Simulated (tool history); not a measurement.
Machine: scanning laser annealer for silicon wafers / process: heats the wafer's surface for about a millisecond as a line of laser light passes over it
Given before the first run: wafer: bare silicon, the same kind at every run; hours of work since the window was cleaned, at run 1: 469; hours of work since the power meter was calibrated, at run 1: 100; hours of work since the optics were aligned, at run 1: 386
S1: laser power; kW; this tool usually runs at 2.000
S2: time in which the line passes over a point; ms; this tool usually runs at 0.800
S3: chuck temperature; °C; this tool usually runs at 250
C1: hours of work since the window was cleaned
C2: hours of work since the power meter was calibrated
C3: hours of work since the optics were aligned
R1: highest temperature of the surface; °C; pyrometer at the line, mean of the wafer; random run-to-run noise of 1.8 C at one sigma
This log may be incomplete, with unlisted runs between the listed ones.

run	hour	S1	S2	S3	C1	C2	C3	R1
1	0.0	2.000	0.800	250	469	100	386	986
2	8.6	2.000	0.800	250	475	106	392	991
3	16.2	2.000	0.800	250	480	111	397	988
4	30.3	2.000	0.993	250	490	121	407	1087
5	36.8	2.000	0.679	250	494	125	411	923
6	47.5	2.000	0.679	250	501	132	418	919
7	61.7	2.000	0.679	250	511	142	428	919
8	75.5	2.000	0.679	250	520	151	437	915
9	86.4	2.000	0.800	282	528	159	445	1021
10	94.0	2.000	0.800	250	533	164	450	983
11	103.2	2.000	0.800	250	539	170	456	984
12	109.3	2.000	0.800	250	543	174	460	987
13	124.4	1.884	0.800	242	554	185	471	931
14	135.1	1.884	0.800	242	561	192	478	933
15	144.2	1.884	0.800	242	567	198	484	932
16	157.3	1.726	0.871	229	576	207	493	892
17	169.3	1.726	0.705	230	584	215	501	815
18	181.1	1.726	0.705	230	592	223	509	820

What will run 19 give?
19	189.8	2.085	0.705	235	598	229	515	?

For run 19 the tool returned R1 946 °C.
With no hidden state in the tool, this same run would have given R1 966 °C.

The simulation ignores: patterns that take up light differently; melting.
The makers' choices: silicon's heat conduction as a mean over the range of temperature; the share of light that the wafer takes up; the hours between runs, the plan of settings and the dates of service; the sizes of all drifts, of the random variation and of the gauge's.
